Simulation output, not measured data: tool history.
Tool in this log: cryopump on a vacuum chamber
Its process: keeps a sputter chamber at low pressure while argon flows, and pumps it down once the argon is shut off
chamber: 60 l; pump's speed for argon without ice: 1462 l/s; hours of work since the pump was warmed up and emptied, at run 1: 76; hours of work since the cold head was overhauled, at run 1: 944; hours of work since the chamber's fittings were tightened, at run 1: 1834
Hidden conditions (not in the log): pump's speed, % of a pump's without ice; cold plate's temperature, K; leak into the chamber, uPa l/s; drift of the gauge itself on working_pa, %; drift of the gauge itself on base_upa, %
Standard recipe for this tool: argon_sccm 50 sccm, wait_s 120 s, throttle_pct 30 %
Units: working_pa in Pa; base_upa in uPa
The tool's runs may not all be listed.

| run | hour | argon_sccm | wait_s | throttle_pct | hours of work since the pump was warmed up and emptied | hours of work since the cold head was overhauled | hours of work since the chamber's fittings were tightened | working_pa | base_upa |
|---|---|---|---|---|---|---|---|---|---|
| 1 | 0 | 50 | 120 | 30 | 76 | 944 | 1834 | 0.1953 | 2.37 |
| 2 | 74.3 | 50 | 120 | 30 | 110 | 978 | 1868 | 0.196 | 2.41 |
| 3 | 196.8 | 50 | 120 | 30 | 165 | 1033 | 1923 | 0.1949 | 2.46 |
| 4 | 267.6 | 50 | 120 | 22 | 197 | 1065 | 1955 | 0.268 | 2.58 |
| 5 | 376.8 | 50 | 120 | 22 | 246 | 1115 | 2005 | 0.2699 | 2.68 |
| 6 | 434.6 | 50 | 120 | 22 | 273 | 1141 | 2031 | 0.2692 | 2.78 |
| 7 | 543.3 | 50 | 120 | 22 | 322 | 1190 | 2080 | 0.271 | 2.84 |
| 8 | 629.5 | 50 | 120 | 40 | 361 | 1229 | 2119 | 0.1531 | 2.96 |
| 9 | 694.9 | 50 | 120 | 40 | 390 | 1259 | 2148 | 0.1556 | 3.01 |
| 10 | 826.4 | 50 | 120 | 40 | 450 | 1318 | 2208 | 0.1564 | 3.14 |
| 11 | 889.1 | 50 | 120 | 40 | 478 | 1346 | 2236 | 0.1576 | 3.2 |
| 12 | 1002.8 | 50 | 120 | 30 | 530 | 1398 | 2288 | 0.2068 | 3.29 |
| 13 | 1061.2 | 50 | 120 | 30 | 556 | 1424 | 2314 | 0.2075 | 3.52 |
| 14 | 1169.2 | 78 | 120 | 30 | 605 | 1473 | 2363 | 0.33 | 3.56 |
| 15 | 1266.5 | 78 | 120 | 30 | 649 | 1517 | 2407 | 0.3322 | 3.67 |
| 16 | 1324.2 | 78 | 120 | 30 | 675 | 1543 | 2433 | 0.3326 | 3.65 |
| 17 | 1410.6 | 50 | 120 | 17 | 714 | 1582 | 2472 | 0.363 | 3.89 |
| 18 | 1510.1 | 50 | 120 | 22 | 759 | 1628 | 2517 | 0.2871 | 3.93 |
|  | 1615.9 | pump warmed up, emptied and cooled again |
| 19 | 1615.9 | 28 | 66 | 18 | 0 | 1673 | 2563 | 0.1806 | 3.15 |
| 20 | 1683.4 | 28 | 66 | 40 | 31 | 1704 | 2594 | 0.082 | 3.26 |
| 21 | 1804.2 | 59 | 128 | 30 | 85 | 1758 | 2648 | 0.2294 | 3.25 |
|  | 1825.1 | leaking fittings of the chamber tightened, without venting |
| 22 | 1875.3 | 59 | 128 | 30 | 116 | 1790 | 23 | 0.233 | 0.56 |
| 23 | 1936.1 | 63 | 23 | 17 | 144 | 1817 | 50 | 0.4325 | 1.96 |
| 24 | 2006.8 | 100 | 71 | 36 | 176 | 1849 | 82 | 0.331 | 0.87 |
| 25 | 2136.6 | 100 | 71 | 36 | 235 | 1908 | 141 | 0.3312 | 0.94 |
| 26 | 2266.2 | 100 | 71 | 36 | 293 | 1967 | 200 | 0.3351 | 0.97 |
| 27 | 2381.6 | 29 | 120 | 30 | 346 | 2019 | 252 | 0.1161 | 0.83 |
| 28 | 2446.2 | 21 | 120 | 41 | 375 | 2048 | 281 | 0.0629 | 0.85 |
| 29 | 2572.8 | 79 | 192 | 33 | 432 | 2105 | 338 | 0.2934 | 0.83 |
| 30 | 2691.1 | 44 | 252 | 25 | 486 | 2159 | 392 | 0.2139 | 0.84 |
| 31 | 2813.2 | 50 | 227 | 23 | 541 | 2214 | 447 | 0.2653 | 1.01 |
| 32 | 2910.6 | 29 | 94 | 49 | 585 | 2258 | 491 | 0.077 | 1.26 |
| 33 | 3006.4 | 52 | 94 | 49 | 628 | 2302 | 535 | 0.1417 | 1.4 |
| 34 | 3098.5 | 69 | 294 | 36 | 670 | 2343 | 576 | 0.2478 | 1.13 |

Hidden state or all else? Some run-to-run changes of working_pa, split into what the settings, what came in and random variation would give without the hidden state, and what is left for the hidden state (with any gauge scatter that isn't in both results):
Run 13 -> 14: argon_sccm 50 -> 78. working_pa +0.1225 Pa: hidden state +0.0115, all else +0.111.
Run 18 -> 19: argon_sccm 50 -> 28, wait_s 120 -> 66, throttle_pct 22 -> 18, pump warmed up, emptied and cooled again. working_pa -0.1065 Pa: hidden state -0.0232, all else -0.0833.
Run 22 -> 23: argon_sccm 59 -> 63, wait_s 128 -> 23, throttle_pct 30 -> 17. working_pa +0.1995 Pa: hidden state +0.001, all else +0.1985.
Run 26 -> 27: argon_sccm 100 -> 29, wait_s 71 -> 120, throttle_pct 36 -> 30. working_pa -0.219 Pa: hidden state -0.0097, all else -0.2093.
Run 28 -> 29: argon_sccm 21 -> 79, wait_s 120 -> 192, throttle_pct 41 -> 33. working_pa +0.2305 Pa: hidden state +0.014, all else +0.2165.
